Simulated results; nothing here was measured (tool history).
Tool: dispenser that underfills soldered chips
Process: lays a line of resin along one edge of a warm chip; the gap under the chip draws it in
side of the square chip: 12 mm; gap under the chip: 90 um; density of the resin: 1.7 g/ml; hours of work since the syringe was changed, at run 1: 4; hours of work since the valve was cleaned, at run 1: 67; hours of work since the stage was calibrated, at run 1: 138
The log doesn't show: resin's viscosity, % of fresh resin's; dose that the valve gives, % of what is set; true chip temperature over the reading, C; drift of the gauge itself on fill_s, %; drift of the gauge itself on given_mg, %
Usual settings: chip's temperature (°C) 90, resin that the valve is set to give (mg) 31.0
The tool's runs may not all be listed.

run,hour,chip's temperature (°C),resin that the valve is set to give (mg),hours of work since the syringe was changed,hours of work since the valve was cleaned,hours of work since the stage was calibrated,time until the resin shows at the far edge (s),resin that the valve gave (mg)
1,0.0,90,31.0,4,67,138,44.0,29.06
2,2.5,90,31.0,6,69,139,50.5,29.02
# hour 6.4: new syringe of resin
3,7.1,90,31.0,0,72,142,33.7,28.81
4,10.6,90,27.6,3,74,145,40.5,25.90
5,14.0,90,31.0,5,77,147,46.9,28.77
6,17.5,91,34.1,8,79,149,53.8,31.57
# hour 19.4: new syringe of resin
7,21.2,76,32.5,1,81,152,55.4,30.01
8,23.6,90,33.7,3,83,153,39.3,31.42
9,27.6,90,33.7,6,86,156,47.3,31.21
10,30.4,90,33.7,7,88,158,53.5,31.10

Some steps in time until the resin shows at the far edge (s) between neighbouring runs. How much of each would the tool show without its hidden state too (settings, what came in, random variation), and how much is left for the hidden state, with any gauge scatter that isn't in both results?
Run 2 -> 3: new syringe of resin. time until the resin shows at the far edge (s) -16.8: hidden state -16.4, all else -0.4.
Run 6 -> 7: chip's temperature (°C) 91 -> 76, resin that the valve is set to give (mg) 34.1 -> 32.5, new syringe of resin. time until the resin shows at the far edge (s) +1.6: hidden state -18.5, all else +20.1.
